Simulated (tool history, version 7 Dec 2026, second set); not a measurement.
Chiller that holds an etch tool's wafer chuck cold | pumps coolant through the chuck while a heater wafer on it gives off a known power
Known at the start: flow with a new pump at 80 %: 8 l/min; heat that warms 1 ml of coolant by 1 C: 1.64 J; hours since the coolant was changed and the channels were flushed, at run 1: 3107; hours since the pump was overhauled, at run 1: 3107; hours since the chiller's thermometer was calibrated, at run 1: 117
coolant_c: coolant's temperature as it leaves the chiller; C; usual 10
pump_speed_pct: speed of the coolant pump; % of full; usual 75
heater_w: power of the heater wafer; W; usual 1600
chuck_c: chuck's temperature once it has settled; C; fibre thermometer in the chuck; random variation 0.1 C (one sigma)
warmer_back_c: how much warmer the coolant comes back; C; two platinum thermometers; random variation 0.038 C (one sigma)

run	hour	coolant_c	pump_speed_pct	heater_w	hours since the coolant was changed and the channels were flushed	hours since the pump was overhauled	hours since the chiller's thermometer was calibrated	chuck_c	warmer_back_c
1	0	10	75	1600	3107	3107	117	24	8.26
2	172.2	10	75	1600	3280	3280	290	24.1	8.29
3	326.1	10	75	1600	3433	3433	444	24.2	8.26
4	456.4	10	75	1600	3564	3564	574	24.2	8.26
5	622.6	10	75	1600	3730	3730	740	24.4	8.35
6	732	10	75	1600	3839	3839	849	24.4	8.27
7	823.4	10	75	1600	3931	3931	941	24.4	8.36
8	950.9	10	75	1600	4058	4058	1068	24.6	8.37
9	1097.6	15	75	1113	4205	4205	1215	25	5.86
# hour 1107.7: chiller's thermometer calibrated
10	1243.3	16	65	1600	4350	4350	136	32.7	9.84
11	1331.9	16	65	1600	4438	4438	224	32.9	9.98
12	1455.7	11	85	820	4562	4562	348	17.5	3.73
13	1567.6	11	85	820	4674	4674	460	17.5	3.78

Forecast each of these 4 alternatives for the next run:
# hour 1714.6: chiller's thermometer calibrated, once more
A	1726.8	18	78	1600	4832	4832	12	?	?
# hour 1714.6: chiller's thermometer calibrated, once more
B	1726.8	17	63	820	4832	4832	12	?	?
# hour 1714.6: chiller's thermometer calibrated, once more
C	1726.8	13	87	1991	4832	4832	12	?	?
# hour 1714.6: chiller's thermometer calibrated, once more
D	1726.8	10	91	1918	4832	4832	12	?	?

run	chuck_c	warmer_back_c
A	32.4	8.15
B	26.3	5.32
C	29.2	8.98
D	24.8	8.17
Without the tool's hidden state the same runs would have given:
run	chuck_c	warmer_back_c
A	30.7	7.57
B	25.2	4.94
C	27.3	8.35
D	23.1	7.58

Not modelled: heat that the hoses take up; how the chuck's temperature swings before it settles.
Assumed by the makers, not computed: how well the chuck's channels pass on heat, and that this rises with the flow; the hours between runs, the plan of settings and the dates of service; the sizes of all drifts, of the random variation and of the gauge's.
